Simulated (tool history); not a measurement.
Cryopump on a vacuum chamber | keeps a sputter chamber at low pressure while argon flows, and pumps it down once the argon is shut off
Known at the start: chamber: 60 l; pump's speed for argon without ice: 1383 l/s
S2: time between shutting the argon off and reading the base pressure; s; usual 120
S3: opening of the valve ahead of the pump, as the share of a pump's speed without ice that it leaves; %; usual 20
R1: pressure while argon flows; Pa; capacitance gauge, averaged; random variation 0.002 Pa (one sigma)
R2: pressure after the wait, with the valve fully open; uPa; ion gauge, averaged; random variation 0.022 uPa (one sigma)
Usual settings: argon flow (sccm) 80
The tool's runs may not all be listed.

Run 1, day 0.000: usual settings. Result: R1 0.4967 Pa, R2 1.08 uPa.
Run 2, day 1.833: usual settings. Result: R1 0.5002 Pa, R2 1.05 uPa.
Run 3, day 3.292: usual settings. Result: R1 0.4994 Pa, R2 1.10 uPa.
Run 4, day 4.333: usual settings but argon flow (sccm) 156. Result: R1 0.9692 Pa, R2 1.14 uPa.
Run 5, day 5.342: usual settings. Result: R1 0.4957 Pa, R2 1.17 uPa.
Run 6, day 6.912: usual settings but argon flow (sccm) 153, S2 201 s, S3 54 %. Result: R1 0.3618 Pa, R2 1.01 uPa.
Run 7, day 8.883: usual settings but argon flow (sccm) 54, S2 37 s, S3 53 %. Result: R1 0.1308 Pa, R2 1.92 uPa.
Run 8, day 10.250: usual settings but argon flow (sccm) 82. Result: R1 0.5098 Pa, R2 1.10 uPa.
Run 9, day 11.238: usual settings but argon flow (sccm) 82. Result: R1 0.5115 Pa, R2 1.13 uPa.
Run 10, day 12.812: usual settings but argon flow (sccm) 82. Result: R1 0.5147 Pa, R2 1.12 uPa.

5 ways to go on from here, each from the tool as it stands after run 10. What would each give?
Run A, day 14.275: usual settings but argon flow (sccm) 49, S2 69 s, S3 25 %. Result: R1 ?, R2 ?.
Run B, day 14.275: usual settings but argon flow (sccm) 35, S2 37 s, S3 25 %. Result: R1 ?, R2 ?.
Run C, day 14.275: usual settings but argon flow (sccm) 37. Result: R1 ?, R2 ?.
Run D, day 14.275: usual settings but S2 46 s. Result: R1 ?, R2 ?.
Run E, day 14.275: usual settings but S2 34 s, S3 54 %. Result: R1 ?, R2 ?.

run      R1    R2
  A  0.2466  1.37
  B  0.1765  1.94
  C  0.2319  1.15
  D  0.5013  1.77
  E  0.1922  2.02
Without the tool's hidden state the same runs would have given:
run      R1    R2
  A  0.2395  0.83
  B  0.1714  1.39
  C  0.2265  0.60
  D  0.4896  1.21
  E  0.1806  1.48
